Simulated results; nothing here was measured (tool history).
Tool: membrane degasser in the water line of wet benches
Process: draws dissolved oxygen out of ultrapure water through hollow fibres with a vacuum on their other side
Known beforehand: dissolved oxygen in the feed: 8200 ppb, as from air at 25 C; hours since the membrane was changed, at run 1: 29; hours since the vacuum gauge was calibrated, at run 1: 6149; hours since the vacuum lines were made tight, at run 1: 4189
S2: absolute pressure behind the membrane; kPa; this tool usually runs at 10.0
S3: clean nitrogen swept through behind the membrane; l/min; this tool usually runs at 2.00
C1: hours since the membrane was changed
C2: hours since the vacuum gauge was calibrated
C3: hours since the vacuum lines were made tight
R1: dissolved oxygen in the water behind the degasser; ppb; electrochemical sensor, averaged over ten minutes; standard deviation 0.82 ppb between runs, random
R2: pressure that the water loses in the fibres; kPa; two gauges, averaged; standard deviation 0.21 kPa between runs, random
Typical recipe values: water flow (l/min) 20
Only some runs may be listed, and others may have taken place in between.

Run 1, hour 0.0: usual settings; C1 29; C2 6149; C3 4189. Result: R1 171.0 ppb, R2 47.39 kPa.
Run 2, hour 72.4: usual settings; C1 101; C2 6221; C3 4261. Result: R1 169.1 ppb, R2 47.15 kPa.
Run 3, hour 149.4: usual settings; C1 179; C2 6298; C3 4338. Result: R1 169.5 ppb, R2 47.14 kPa.
Run 4, hour 220.9: usual settings; C1 250; C2 6369; C3 4410. Result: R1 171.7 ppb, R2 47.47 kPa.
Run 5, hour 263.2: usual settings; C1 292; C2 6412; C3 4452. Result: R1 171.4 ppb, R2 47.42 kPa.
Run 6, hour 326.4: usual settings; C1 355; C2 6475; C3 4515. Result: R1 170.9 ppb, R2 47.35 kPa.
Run 7, hour 369.2: usual settings but water flow (l/min) 28; C1 398; C2 6518; C3 4558. Result: R1 240.3 ppb, R2 66.30 kPa.
Run 8, hour 416.2: usual settings but water flow (l/min) 28; C1 445; C2 6565; C3 4605. Result: R1 242.5 ppb, R2 66.57 kPa.
Run 9, hour 490.7: usual settings but S2 7.1 kPa; C1 520; C2 6639; C3 4680. Result: R1 103.4 ppb, R2 47.21 kPa.
Run 10, hour 557.6: usual settings but S2 7.1 kPa; C1 587; C2 6706; C3 4747. Result: R1 103.6 ppb, R2 47.25 kPa.
Run 11, hour 629.9: usual settings; C1 659; C2 6778; C3 4819. Result: R1 172.7 ppb, R2 47.20 kPa.
Run 12, hour 710.9: usual settings; C1 740; C2 6859; C3 4900. Result: R1 170.2 ppb, R2 47.23 kPa.
Run 13, hour 755.4: usual settings; C1 785; C2 6904; C3 4944. Result: R1 169.2 ppb, R2 47.06 kPa.
Run 14, hour 790.2: usual settings; C1 819; C2 6939; C3 4979. Result: R1 171.3 ppb, R2 47.28 kPa.
Run 15, hour 852.3: usual settings; C1 881; C2 7001; C3 5041. Result: R1 171.7 ppb, R2 47.46 kPa.
Run 16, hour 922.7: usual settings; C1 952; C2 7071; C3 5112. Result: R1 171.9 ppb, R2 47.32 kPa.
Run 17, hour 966.2: usual settings but S2 14.0 kPa, S3 1.16 l/min; C1 995; C2 7115; C3 5155. Result: R1 419.6 ppb, R2 47.65 kPa.
Run 18, hour 1030.9: usual settings but water flow (l/min) 15, S2 7.3 kPa, S3 1.45 l/min; C1 1060; C2 7179; C3 5220. Result: R1 107.3 ppb, R2 35.36 kPa.
Run 19, hour 1088.7: usual settings but S2 6.8 kPa, S3 1.72 l/min; C1 1118; C2 7237; C3 5278. Result: R1 109.4 ppb, R2 47.02 kPa.
Run 20, hour 1136.8: usual settings but S2 6.8 kPa, S3 1.72 l/min; C1 1166; C2 7285; C3 5326. Result: R1 111.3 ppb, R2 47.16 kPa.
Run 21, hour 1178.7: usual settings but water flow (l/min) 17, S2 13.4 kPa, S3 1.50 l/min; C1 1208; C2 7327; C3 5368. Result: R1 276.8 ppb, R2 40.02 kPa.
Run 22, hour 1212.7: usual settings but S2 10.4 kPa, S3 0.91 l/min; C1 1242; C2 7361; C3 5402. Result: R1 355.2 ppb, R2 47.43 kPa.
Run 23, hour 1287.0: usual settings but S2 13.5 kPa, S3 1.76 l/min; C1 1316; C2 7436; C3 5476. Result: R1 279.5 ppb, R2 47.37 kPa.
Run 24, hour 1340.5: usual settings but S2 13.5 kPa, S3 1.76 l/min; C1 1370; C2 7489; C3 5529. Result: R1 280.0 ppb, R2 47.42 kPa.
Run 25, hour 1418.9: usual settings but S2 13.5 kPa, S3 1.76 l/min; C1 1448; C2 7567; C3 5608. Result: R1 283.5 ppb, R2 47.14 kPa.
Run 26, hour 1479.4: usual settings but water flow (l/min) 19, S2 12.3 kPa; C1 1509; C2 7628; C3 5668. Result: R1 211.8 ppb, R2 44.92 kPa.
Run 27, hour 1542.5: usual settings but water flow (l/min) 19, S2 12.3 kPa; C1 1572; C2 7691; C3 5731. Result: R1 215.3 ppb, R2 44.96 kPa.
Run 28, hour 1581.8: usual settings but water flow (l/min) 12, S2 17.6 kPa, S3 5.78 l/min; C1 1611; C2 7730; C3 5771. Result: R1 78.3 ppb, R2 28.65 kPa.
Run 29, hour 1660.6: usual settings but water flow (l/min) 12, S2 17.6 kPa, S3 5.78 l/min; C1 1690; C2 7809; C3 5850. Result: R1 79.0 ppb, R2 28.41 kPa.
Run 30, hour 1715.2: usual settings but water flow (l/min) 12, S2 17.6 kPa, S3 5.78 l/min; C1 1744; C2 7864; C3 5904. Result: R1 79.1 ppb, R2 28.33 kPa.
Run 31, hour 1755.9: usual settings but water flow (l/min) 12, S2 17.6 kPa, S3 5.78 l/min; C1 1785; C2 7904; C3 5945. Result: R1 78.6 ppb, R2 28.29 kPa.
Run 32, hour 1819.7: usual settings but water flow (l/min) 16, S2 12.4 kPa, S3 3.08 l/min; C1 1849; C2 7968; C3 6009. Result: R1 123.9 ppb, R2 37.83 kPa.

Hidden state or all else? Some run-to-run changes of R1, split into what the settings, what came in and random variation would give without the hidden state, and what is left for the hidden state (with any gauge scatter that isn't in both results):
What the log doesn't record here: membrane still open, %; true pressure behind the membrane over the reading, kPa; air that leaks in behind the membrane, l/min; drift of the gauge itself on oxygen_ppb, %; drift of the gauge itself on loss_of_pressure_kpa, %.
Run 16 -> 17: S2 10.0 -> 14.0, S3 2.00 -> 1.16. R1 +247.7 ppb: hidden state +3.8, all else +243.9.
Run 17 -> 18: water flow (l/min) 20 -> 15, S2 14.0 -> 7.3, S3 1.16 -> 1.45. R1 -312.3 ppb: hidden state -4.1, all else -308.2.
Run 20 -> 21: water flow (l/min) 20 -> 17, S2 6.8 -> 13.4, S3 1.72 -> 1.50. R1 +165.5 ppb: hidden state +2.9, all else +162.6.
Run 27 -> 28: water flow (l/min) 19 -> 12, S2 12.3 -> 17.6, S3 2.00 -> 5.78. R1 -137.0 ppb: hidden state -3.2, all else -133.8.
